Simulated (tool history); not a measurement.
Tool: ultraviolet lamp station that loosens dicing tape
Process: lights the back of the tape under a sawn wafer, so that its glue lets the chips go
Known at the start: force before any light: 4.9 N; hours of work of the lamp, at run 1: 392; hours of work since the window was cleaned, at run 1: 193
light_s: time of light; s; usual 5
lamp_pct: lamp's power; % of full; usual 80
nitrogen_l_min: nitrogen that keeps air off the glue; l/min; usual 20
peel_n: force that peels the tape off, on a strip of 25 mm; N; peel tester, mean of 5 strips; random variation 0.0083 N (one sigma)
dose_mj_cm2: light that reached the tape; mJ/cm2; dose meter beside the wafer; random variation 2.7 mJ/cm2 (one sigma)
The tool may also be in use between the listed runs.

| run | hour | light_s | lamp_pct | nitrogen_l_min | hours of work of the lamp | hours of work since the window was cleaned | peel_n | dose_mj_cm2 |
|---|---|---|---|---|---|---|---|---|
| 1 | 0.0 | 5 | 80 | 20 | 392 | 193 | 0.485 | 285 |
| 2 | 18.4 | 5 | 80 | 20 | 406 | 207 | 0.508 | 283 |
| 3 | 31.3 | 5 | 80 | 20 | 416 | 217 | 0.533 | 285 |
| 4 | 53.8 | 5 | 78 | 20 | 433 | 234 | 0.556 | 276 |
| 5 | 71.9 | 5 | 78 | 20 | 447 | 248 | 0.545 | 272 |
| 6 | 93.3 | 5 | 78 | 20 | 463 | 264 | 0.543 | 266 |
|  | 106.0 | window cleaned of glue's vapour |
| 7 | 112.4 | 2 | 71 | 13 | 478 | 5 | 2.389 | 93 |
| 8 | 130.7 | 3 | 88 | 30 | 492 | 19 | 0.947 | 174 |
| 9 | 149.9 | 2 | 71 | 30 | 506 | 34 | 2.006 | 94 |
| 10 | 166.2 | 2 | 71 | 30 | 519 | 46 | 2.019 | 91 |
|  | 171.6 | window cleaned of glue's vapour, once more |
| 11 | 188.8 | 5 | 80 | 17 | 536 | 13 | 0.583 | 275 |
| 12 | 201.0 | 5 | 80 | 17 | 545 | 23 | 0.576 | 276 |

3 ways to go on from here, each from the tool as it stands after run 12. What would each give?
| A | 224.6 | 6 | 78 | 17 | 563 | 41 | ? | ? |
| B | 224.6 | 3 | 80 | 20 | 563 | 41 | ? | ? |
| C | 224.6 | 5 | 75 | 26 | 563 | 41 | ? | ? |

| run | peel_n | dose_mj_cm2 |
|---|---|---|
| A | 0.460 | 321 |
| B | 1.190 | 163 |
| C | 0.536 | 259 |
Without the tool's hidden state the same runs would have given:
| run | peel_n | dose_mj_cm2 |
|---|---|---|
| A | 0.283 | 413 |
| B | 0.825 | 210 |
| C | 0.332 | 334 |

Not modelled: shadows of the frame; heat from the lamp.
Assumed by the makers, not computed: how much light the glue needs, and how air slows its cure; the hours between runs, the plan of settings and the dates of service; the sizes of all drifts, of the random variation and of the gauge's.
